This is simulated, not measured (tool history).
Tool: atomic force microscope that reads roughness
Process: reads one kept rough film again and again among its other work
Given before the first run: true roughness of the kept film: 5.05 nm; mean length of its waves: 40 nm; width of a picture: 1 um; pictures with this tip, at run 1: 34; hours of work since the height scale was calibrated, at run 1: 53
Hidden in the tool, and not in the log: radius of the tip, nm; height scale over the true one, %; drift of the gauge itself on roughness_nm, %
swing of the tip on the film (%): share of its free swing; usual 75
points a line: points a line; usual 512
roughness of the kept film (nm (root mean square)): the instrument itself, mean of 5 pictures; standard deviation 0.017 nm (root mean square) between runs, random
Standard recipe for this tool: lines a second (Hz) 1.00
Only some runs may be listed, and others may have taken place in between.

run	day	lines a second (Hz)	swing of the tip on the film (%)	points a line	pictures with this tip	hours of work since the height scale was calibrated	roughness of the kept film (nm (root mean square))
1	0.000	1.00	75	512	34	53	3.959
2	0.333	1.00	75	512	44	59	3.904
3	0.596	1.00	59	512	51	64	4.030
4	1.067	1.00	59	512	65	72	3.976
5	1.329	1.00	59	512	73	76	3.947
6	1.754	1.00	59	512	86	84	3.862
7	2.296	1.00	59	512	102	93	3.754
8	2.596	1.00	59	512	111	98	3.748
9	2.829	1.00	59	512	118	102	3.693
10	3.246	1.00	75	512	131	110	3.453
# day 3.700: new tip fitted
11	3.804	1.00	75	512	3	119	4.121
12	4.092	1.00	75	512	11	124	4.059
13	4.400	1.00	75	512	21	129	4.030
14	4.871	1.00	75	512	35	137	3.917
15	5.225	1.00	75	512	45	144	3.889
16	5.771	1.00	75	512	62	153	3.797
17	6.133	1.00	75	512	73	159	3.734
18	6.592	1.00	75	512	86	167	3.659
19	6.958	1.73	75	512	97	174	3.436
20	7.267	0.61	75	737	106	179	3.667
21	7.583	0.61	75	737	116	185	3.652
22	8.083	0.61	75	737	131	193	3.591
# day 8.525: new tip fitted
23	8.633	0.61	75	737	3	202	4.288
24	9.162	1.00	58	512	19	212	4.264
25	9.592	1.00	80	833	31	219	3.936
26	10.062	1.00	80	833	46	227	3.840
27	10.388	1.00	75	562	55	233	3.854
28	10.625	1.01	75	295	62	237	3.846
29	10.883	1.01	67	453	70	241	3.915
30	11.321	1.01	67	453	83	249	3.829
31	11.608	1.01	67	453	92	254	3.779
32	11.867	0.97	61	441	99	259	3.804
33	12.212	0.74	71	512	110	265	3.737
34	12.462	1.50	81	512	117	269	3.333
35	12.808	0.66	65	512	128	275	3.691
36	13.267	0.66	65	512	141	283	3.671
# day 13.333: new tip fitted
37	13.604	0.66	65	512	8	288	4.339
38	13.900	0.66	65	512	17	294	4.252

Alternative continuations, all from the tool just after run 38; predict every row:
A	14.454	3.61	75	271	33	303	?
B	14.454	0.81	65	290	33	303	?
C	14.454	0.66	78	512	33	303	?
D	14.454	1.00	75	992	33	303	?

run	roughness of the kept film (nm (root mean square))
A	3.320
B	4.127
C	4.058
D	3.985
Without the tool's hidden state the same runs would have given:
run	roughness of the kept film (nm (root mean square))
A	3.479
B	4.325
C	4.253
D	4.177

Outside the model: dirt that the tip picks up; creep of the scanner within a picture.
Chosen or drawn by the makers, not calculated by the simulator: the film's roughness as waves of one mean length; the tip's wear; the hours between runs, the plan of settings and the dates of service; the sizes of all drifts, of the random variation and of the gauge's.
